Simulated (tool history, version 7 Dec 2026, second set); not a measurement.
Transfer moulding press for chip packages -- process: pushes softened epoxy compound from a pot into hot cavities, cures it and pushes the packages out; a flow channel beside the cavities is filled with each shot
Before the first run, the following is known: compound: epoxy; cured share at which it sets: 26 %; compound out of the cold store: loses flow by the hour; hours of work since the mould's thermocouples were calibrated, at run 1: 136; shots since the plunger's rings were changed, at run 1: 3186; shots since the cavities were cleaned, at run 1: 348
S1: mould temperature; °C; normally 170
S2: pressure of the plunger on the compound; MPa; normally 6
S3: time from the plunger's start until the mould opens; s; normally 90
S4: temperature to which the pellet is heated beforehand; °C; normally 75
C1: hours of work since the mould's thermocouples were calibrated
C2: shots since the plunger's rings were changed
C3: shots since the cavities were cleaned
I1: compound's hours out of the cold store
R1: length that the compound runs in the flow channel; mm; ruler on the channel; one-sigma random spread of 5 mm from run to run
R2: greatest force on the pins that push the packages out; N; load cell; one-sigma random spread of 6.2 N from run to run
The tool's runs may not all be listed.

run 1 hour=0 | S1=170 S2=6 S3=90 S4=75 | C1=136 C2=3186 C3=348 | I1=32.4 | R1=629 R2=243
run 2 hour=9.8 | S1=170 S2=6 S3=90 S4=75 | C1=140 C2=3276 C3=438 | I1=27.6 | R1=658 R2=247
run 3 hour=21.2 | S1=170 S2=5.98 S3=90 S4=75 | C1=146 C2=3379 C3=541 | I1=22.4 | R1=703 R2=249
-- hour=27.4 cavities cleaned with cleaning compound and waxed
run 4 hour=39.5 | S1=170 S2=6 S3=90 S4=75 | C1=154 C2=3534 C3=111 | I1=18.9 | R1=701 R2=246
run 5 hour=57.7 | S1=170 S2=6 S3=90 S4=75 | C1=162 C2=3700 C3=277 | I1=31.6 | R1=631 R2=249
run 6 hour=73.6 | S1=170 S2=6 S3=90 S4=75 | C1=170 C2=3847 C3=424 | I1=15.4 | R1=717 R2=264
run 7 hour=89.2 | S1=170 S2=5.49 S3=90 S4=75 | C1=177 C2=3990 C3=567 | I1=36.8 | R1=578 R2=246
-- hour=93.3 cavities cleaned with cleaning compound and waxed
run 8 hour=103 | S1=170 S2=5.49 S3=90 S4=75 | C1=183 C2=4103 C3=90 | I1=44.5 | R1=552 R2=237
run 9 hour=119.1 | S1=170 S2=5.49 S3=90 S4=75 | C1=190 C2=4250 C3=237 | I1=17.8 | R1=688 R2=258
run 10 hour=128.6 | S1=170 S2=5.49 S3=90 S4=75 | C1=195 C2=4337 C3=324 | I1=35.3 | R1=597 R2=232
run 11 hour=140.7 | S1=165 S2=6 S3=90 S4=75 | C1=200 C2=4448 C3=435 | I1=24.6 | R1=690 R2=366
run 12 hour=154.5 | S1=165 S2=6 S3=90 S4=75 | C1=207 C2=4574 C3=561 | I1=30 | R1=661 R2=352
-- hour=158.9 cavities cleaned with cleaning compound and waxed
run 13 hour=165.6 | S1=170 S2=5.33 S3=90 S4=75 | C1=211 C2=4663 C3=63 | I1=29.3 | R1=618 R2=237
run 14 hour=183.5 | S1=170 S2=6 S3=90 S4=75 | C1=220 C2=4826 C3=226 | I1=34.1 | R1=626 R2=247
run 15 hour=196.3 | S1=170 S2=6.62 S3=90 S4=75 | C1=226 C2=4944 C3=344 | I1=8.5 | R1=794 R2=255
run 16 hour=206 | S1=162 S2=5.89 S3=79 S4=73 | C1=230 C2=5032 C3=432 | I1=27.8 | R1=675 R2=605
run 17 hour=218.5 | S1=166 S2=4.61 S3=90 S4=72 | C1=236 C2=5147 C3=547 | I1=36.9 | R1=541 R2=318
-- hour=224.4 cavities cleaned with cleaning compound and waxed
-- hour=235.8 plunger's sealing rings changed
run 18 hour=238.4 | S1=172 S2=4.87 S3=105 S4=72 | C1=243 C2=23 C3=105 | I1=39.9 | R1=537 R2=186
run 19 hour=248.3 | S1=172 S2=4.87 S3=105 S4=72 | C1=248 C2=114 C3=196 | I1=26.1 | R1=601 R2=184
run 20 hour=262.8 | S1=174 S2=6 S3=90 S4=75 | C1=255 C2=247 C3=329 | I1=8.4 | R1=761 R2=216
run 21 hour=280.9 | S1=168 S2=6 S3=82 S4=75 | C1=263 C2=413 C3=495 | I1=26.4 | R1=683 R2=354
-- hour=292.4 cavities cleaned with cleaning compound and waxed
run 22 hour=292.4 | S1=168 S2=6 S3=82 S4=75 | C1=268 C2=505 C3=0 | I1=19.6 | R1=711 R2=349
run 23 hour=306.4 | S1=170 S2=6 S3=90 S4=77 | C1=275 C2=633 C3=128 | I1=36.8 | R1=614 R2=230
run 24 hour=319.6 | S1=170 S2=6 S3=90 S4=69 | C1=281 C2=754 C3=249 | I1=27.2 | R1=655 R2=246
run 25 hour=333.7 | S1=170 S2=6 S3=90 S4=69 | C1=287 C2=883 C3=378 | I1=38.4 | R1=606 R2=246
run 26 hour=345.2 | S1=177 S2=4.77 S3=115 S4=75 | C1=293 C2=989 C3=484 | I1=27.1 | R1=575 R2=170
-- hour=357.9 cavities cleaned with cleaning compound and waxed
run 27 hour=361.8 | S1=167 S2=6 S3=90 S4=69 | C1=300 C2=1128 C3=36 | I1=23.2 | R1=688 R2=302
run 28 hour=373.7 | S1=167 S2=6 S3=90 S4=69 | C1=305 C2=1237 C3=145 | I1=42.8 | R1=590 R2=287
run 29 hour=390 | S1=178 S2=5.08 S3=90 S4=77 | C1=313 C2=1386 C3=294 | I1=26.5 | R1=604 R2=181

Predict each of these 3 candidate next runs independently; none follows another, all start after run 29:
run A hour=407.6 | S1=176 S2=5.08 S3=90 S4=82 | C1=321 C2=1547 C3=455 | I1=10.5 | R1=? R2=?
run B hour=407.6 | S1=178 S2=5.12 S3=71 S4=70 | C1=321 C2=1547 C3=455 | I1=17.7 | R1=? R2=?
run C hour=407.6 | S1=178 S2=6.94 S3=85 S4=71 | C1=321 C2=1547 C3=455 | I1=15.3 | R1=? R2=?

run=A R1=680 R2=198
run=B R1=639 R2=264
run=C R1=749 R2=198
The same runs, with their run-to-run variation unchanged, on a tool lacking any hidden condition would have given:
run=A R1=680 R2=195
run=B R1=639 R2=260
run=C R1=749 R2=195
